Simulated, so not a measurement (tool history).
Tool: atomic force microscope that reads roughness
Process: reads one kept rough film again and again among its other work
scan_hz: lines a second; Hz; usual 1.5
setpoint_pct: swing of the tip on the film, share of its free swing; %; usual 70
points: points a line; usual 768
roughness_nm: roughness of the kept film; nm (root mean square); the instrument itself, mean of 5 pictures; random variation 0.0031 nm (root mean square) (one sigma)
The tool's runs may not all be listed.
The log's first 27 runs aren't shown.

| run | day | scan_hz | setpoint_pct | points | roughness_nm |
|---|---|---|---|---|---|
|  | 65.604 | new tip fitted |
| 28 | 65.679 | 0.69 | 85 | 768 | 0.667 |
| 29 | 68.15 | 1.5 | 73 | 768 | 0.645 |
| 30 | 70.762 | 1.5 | 58 | 771 | 0.66 |
|  | 72.892 | new tip fitted |
| 31 | 73.329 | 1.37 | 70 | 768 | 0.665 |
| 32 | 75.938 | 1.37 | 88 | 579 | 0.603 |
| 33 | 78.242 | 1.37 | 88 | 579 | 0.595 |
|  | 80.138 | new tip fitted |
| 34 | 81.429 | 1.37 | 88 | 579 | 0.612 |
| 35 | 83.958 | 1.37 | 88 | 579 | 0.604 |
| 36 | 86.046 | 2.49 | 62 | 768 | 0.638 |
|  | 87.562 | new tip fitted |
| 37 | 89.146 | 0.67 | 67 | 561 | 0.682 |
| 38 | 91.504 | 1.5 | 60 | 768 | 0.663 |
|  | 94.971 | new tip fitted |
| 39 | 95.042 | 3.97 | 82 | 971 | 0.546 |
| 40 | 96.688 | 3.97 | 82 | 971 | 0.54 |
| 41 | 100.154 | 3.97 | 82 | 426 | 0.519 |
| 42 | 101.904 | 3.97 | 82 | 426 | 0.512 |
|  | 102.2 | new tip fitted |
| 43 | 104.825 | 0.98 | 70 | 380 | 0.661 |
| 44 | 108.442 | 0.98 | 70 | 380 | 0.644 |
|  | 109.433 | new tip fitted |
| 45 | 111.625 | 0.98 | 70 | 380 | 0.663 |
| 46 | 114.2 | 3.3 | 65 | 354 | 0.618 |
| 47 | 116.467 | 3.3 | 74 | 799 | 0.578 |
|  | 116.817 | new tip fitted |
| 48 | 119.062 | 3.3 | 74 | 799 | 0.593 |
|  | 120.508 | height scale calibrated on a step standard |
| 49 | 121.208 | 3.3 | 74 | 799 | 0.577 |

4 ways to go on from here, each from the tool as it stands after run 49. What would each give?
| A | 122.938 | 2.1 | 73 | 768 | ? |
| B | 122.938 | 0.51 | 73 | 537 | ? |
| C | 122.938 | 2.26 | 66 | 802 | ? |
| D | 122.938 | 1.5 | 62 | 325 | ? |

| run | roughness_nm |
|---|---|
| A | 0.596 |
| B | 0.64 |
| C | 0.616 |
| D | 0.622 |
Without the tool's hidden state the same runs would have given:
| run | roughness_nm |
|---|---|
| A | 0.625 |
| B | 0.671 |
| C | 0.646 |
| D | 0.653 |
